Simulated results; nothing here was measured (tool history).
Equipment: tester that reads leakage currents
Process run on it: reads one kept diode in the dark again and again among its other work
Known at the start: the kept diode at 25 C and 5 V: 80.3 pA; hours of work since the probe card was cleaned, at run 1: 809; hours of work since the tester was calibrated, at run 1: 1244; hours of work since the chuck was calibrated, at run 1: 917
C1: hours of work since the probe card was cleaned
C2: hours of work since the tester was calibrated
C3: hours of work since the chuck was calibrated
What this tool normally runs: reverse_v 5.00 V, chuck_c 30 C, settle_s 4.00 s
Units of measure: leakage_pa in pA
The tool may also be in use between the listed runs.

Run 1, day 0.000: usual settings; C1 809; C2 1244; C3 917. Result: leakage_pa 126.83 pA.
Run 2, day 1.950: usual settings; C1 842; C2 1277; C3 950. Result: leakage_pa 127.13 pA.
Run 3, day 5.725: usual settings; C1 908; C2 1342; C3 1015. Result: leakage_pa 128.30 pA.
Run 4, day 9.500: usual settings; C1 973; C2 1408; C3 1080. Result: leakage_pa 128.99 pA.
Run 5, day 12.988: usual settings; C1 1033; C2 1468; C3 1140. Result: leakage_pa 129.71 pA.
Run 6, day 16.558: usual settings but reverse_v 10.96 V; C1 1094; C2 1529; C3 1202. Result: leakage_pa 191.12 pA.
Run 7, day 19.558: usual settings but reverse_v 10.96 V, settle_s 7.19 s; C1 1146; C2 1581; C3 1254. Result: leakage_pa 191.34 pA.
Run 8, day 23.717: usual settings but reverse_v 10.96 V, settle_s 7.19 s; C1 1217; C2 1652; C3 1325. Result: leakage_pa 194.11 pA.
Run 9, day 26.642: usual settings but reverse_v 10.96 V, settle_s 7.19 s; C1 1268; C2 1703; C3 1376. Result: leakage_pa 194.86 pA.
Run 10, day 29.321: usual settings but reverse_v 1.32 V, settle_s 7.19 s; C1 1314; C2 1749; C3 1422. Result: leakage_pa 71.67 pA.
At day 30.750: chuck's temperature calibrated.
Run 11, day 33.288: usual settings but chuck_c 29 C; C1 1381; C2 1816; C3 44. Result: leakage_pa 118.32 pA.
Run 12, day 35.075: usual settings but chuck_c 29 C; C1 1412; C2 1847; C3 74. Result: leakage_pa 119.55 pA.
Run 13, day 37.600: usual settings but chuck_c 49 C; C1 1455; C2 1890; C3 118. Result: leakage_pa 425.83 pA.
At day 39.671: probe card cleaned and baked.
Run 14, day 41.062: usual settings but reverse_v 1.11 V; C1 24; C2 1948; C3 175. Result: leakage_pa 60.67 pA.
Run 15, day 42.838: usual settings but reverse_v 1.11 V; C1 55; C2 1978; C3 206. Result: leakage_pa 60.32 pA.
Run 16, day 46.733: usual settings but reverse_v 1.11 V; C1 122; C2 2045; C3 273. Result: leakage_pa 61.22 pA.
Run 17, day 48.671: usual settings but reverse_v 1.11 V; C1 155; C2 2079; C3 307. Result: leakage_pa 61.11 pA.
Run 18, day 52.750: usual settings but reverse_v 13.90 V, chuck_c 35 C; C1 225; C2 2149; C3 377. Result: leakage_pa 270.47 pA.
Run 19, day 55.208: usual settings but reverse_v 3.46 V, chuck_c 56 C; C1 268; C2 2191; C3 419. Result: leakage_pa 549.27 pA.
Run 20, day 59.583: usual settings but reverse_v 7.70 V, chuck_c 41 C, settle_s 7.74 s; C1 343; C2 2267; C3 495. Result: leakage_pa 311.28 pA.
Run 21, day 63.258: usual settings but reverse_v 7.70 V, chuck_c 41 C, settle_s 7.74 s; C1 406; C2 2330; C3 558. Result: leakage_pa 312.33 pA.
Run 22, day 66.933: usual settings but chuck_c 42 C; C1 470; C2 2393; C3 621. Result: leakage_pa 275.44 pA.
Run 23, day 68.779: usual settings but chuck_c 54 C; C1 501; C2 2425; C3 653. Result: leakage_pa 580.09 pA.
Run 24, day 70.617: usual settings but chuck_c 54 C; C1 533; C2 2457; C3 685. Result: leakage_pa 584.24 pA.
Run 25, day 74.242: usual settings but reverse_v 3.72 V, chuck_c 22 C, settle_s 6.74 s; C1 596; C2 2519; C3 747. Result: leakage_pa 63.04 pA.
At day 76.979: tester calibrated.
Run 26, day 77.229: usual settings but reverse_v 3.72 V, chuck_c 22 C, settle_s 6.74 s; C1 646; C2 4; C3 797. Result: leakage_pa 62.70 pA.
Run 27, day 81.621: usual settings but reverse_v 4.86 V, chuck_c 57 C, settle_s 0.32 s; C1 721; C2 80; C3 873. Result: leakage_pa 692.41 pA.
Run 28, day 84.612: usual settings but reverse_v 2.40 V, chuck_c 33 C, settle_s 6.60 s; C1 773; C2 132; C3 924. Result: leakage_pa 110.58 pA.
Run 29, day 87.558: usual settings but reverse_v 2.40 V, chuck_c 33 C, settle_s 6.60 s; C1 824; C2 182; C3 975. Result: leakage_pa 111.61 pA.
Run 30, day 91.867: usual settings but reverse_v 4.24 V, chuck_c 33 C, settle_s 0.37 s; C1 898; C2 257; C3 1049. Result: leakage_pa 145.84 pA.
Run 31, day 94.421: usual settings but reverse_v 4.00 V, chuck_c 22 C, settle_s 0.34 s; C1 942; C2 301; C3 1093. Result: leakage_pa 68.24 pA.
Run 32, day 97.258: usual settings but reverse_v 5.51 V, settle_s 0.38 s; C1 991; C2 349; C3 1142. Result: leakage_pa 136.70 pA.

A few steps of leakage_pa between consecutive runs. Split each: what settings, incoming material and random variation would produce without the hidden state, and what is left over for the hidden state, along with gauge scatter present in only one of the two compared results (measured, and without hidden state):
The tool's hidden condition here consists of: stray current of the dirty probe card, pA a volt; current scale over the true one, %; true chuck temperature over the reading, C; drift of the gauge itself on leakage_pa, %.
Run 9 -> 10: reverse_v 10.96 -> 1.32. leakage_pa -123.19 pA: hidden state -23.93, all else -99.26.
Run 24 -> 25: reverse_v 5.00 -> 3.72, chuck_c 54 -> 22, settle_s 4.00 -> 6.74. leakage_pa -521.20 pA: hidden state -23.09, all else -498.11.
Run 26 -> 27: reverse_v 3.72 -> 4.86, chuck_c 22 -> 57, settle_s 6.74 -> 0.32. leakage_pa +629.71 pA: hidden state +29.36, all else +600.35.
Run 27 -> 28: reverse_v 4.86 -> 2.40, chuck_c 57 -> 33, settle_s 0.32 -> 6.60. leakage_pa -581.83 pA: hidden state -27.29, all else -554.54.
